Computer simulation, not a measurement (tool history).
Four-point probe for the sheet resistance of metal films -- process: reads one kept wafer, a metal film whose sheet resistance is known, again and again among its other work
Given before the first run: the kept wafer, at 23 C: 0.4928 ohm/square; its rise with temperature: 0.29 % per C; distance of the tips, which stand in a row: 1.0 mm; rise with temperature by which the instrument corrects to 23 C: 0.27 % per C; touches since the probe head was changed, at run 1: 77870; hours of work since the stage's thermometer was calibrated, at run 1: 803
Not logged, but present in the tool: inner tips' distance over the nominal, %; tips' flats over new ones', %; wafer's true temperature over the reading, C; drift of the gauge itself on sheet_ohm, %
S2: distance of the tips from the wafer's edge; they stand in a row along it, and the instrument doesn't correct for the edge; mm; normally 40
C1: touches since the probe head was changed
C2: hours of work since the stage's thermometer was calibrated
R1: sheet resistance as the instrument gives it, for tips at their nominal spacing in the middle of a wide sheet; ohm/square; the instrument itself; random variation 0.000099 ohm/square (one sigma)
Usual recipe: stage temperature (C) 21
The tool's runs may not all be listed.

Run 1, hour 0.0: usual settings; C1 77870; C2 803. Result: R1 0.491659 ohm/square.
Run 2, hour 81.5: usual settings; C1 80019; C2 844. Result: R1 0.491683 ohm/square.
Run 3, hour 157.1: usual settings; C1 82013; C2 881. Result: R1 0.491449 ohm/square.
Run 4, hour 213.2: usual settings but S2 9 mm; C1 83492; C2 909. Result: R1 0.494371 ohm/square.
Run 5, hour 264.4: usual settings but S2 9 mm; C1 84842; C2 935. Result: R1 0.494428 ohm/square.
Run 6, hour 342.8: usual settings but S2 9 mm; C1 86909; C2 974. Result: R1 0.494305 ohm/square.
Run 7, hour 432.1: usual settings but S2 9 mm; C1 89264; C2 1018. Result: R1 0.494358 ohm/square.
Run 8, hour 510.5: usual settings; C1 91332; C2 1057. Result: R1 0.491286 ohm/square.
Run 9, hour 572.2: usual settings; C1 92959; C2 1088. Result: R1 0.491212 ohm/square.
Run 10, hour 621.4: usual settings but stage temperature (C) 24, S2 16 mm; C1 94255; C2 1112. Result: R1 0.492148 ohm/square.
Run 11, hour 690.6: usual settings but stage temperature (C) 33, S2 59 mm; C1 96079; C2 1147. Result: R1 0.492446 ohm/square.
Run 12, hour 728.5: usual settings but stage temperature (C) 33, S2 59 mm; C1 97079; C2 1166. Result: R1 0.492212 ohm/square.
Run 13, hour 796.7: usual settings but stage temperature (C) 20, S2 34 mm; C1 98876; C2 1199. Result: R1 0.490963 ohm/square.
Run 14, hour 854.9: usual settings but S2 54 mm; C1 100411; C2 1228. Result: R1 0.490767 ohm/square.
Run 15, hour 920.4: usual settings but S2 6 mm; C1 102139; C2 1261. Result: R1 0.497956 ohm/square.
Run 16, hour 1006.7: usual settings but stage temperature (C) 23, S2 10 mm; C1 104415; C2 1304. Result: R1 0.493480 ohm/square.
Run 17, hour 1048.1: usual settings but stage temperature (C) 22, S2 41 mm; C1 105506; C2 1324. Result: R1 0.490796 ohm/square.

What would each run have given without the hidden state, its run-to-run variation left as it was?
run        R1
  1  0.492828
  2  0.492914
  3  0.492734
  4  0.495708
  5  0.495806
  6  0.495745
  7  0.495869
  8  0.492849
  9  0.492821
 10  0.493795
 11  0.494138
 12  0.493932
 13  0.492751
 14  0.492597
 15  0.499859
 16  0.495430
 17  0.492771
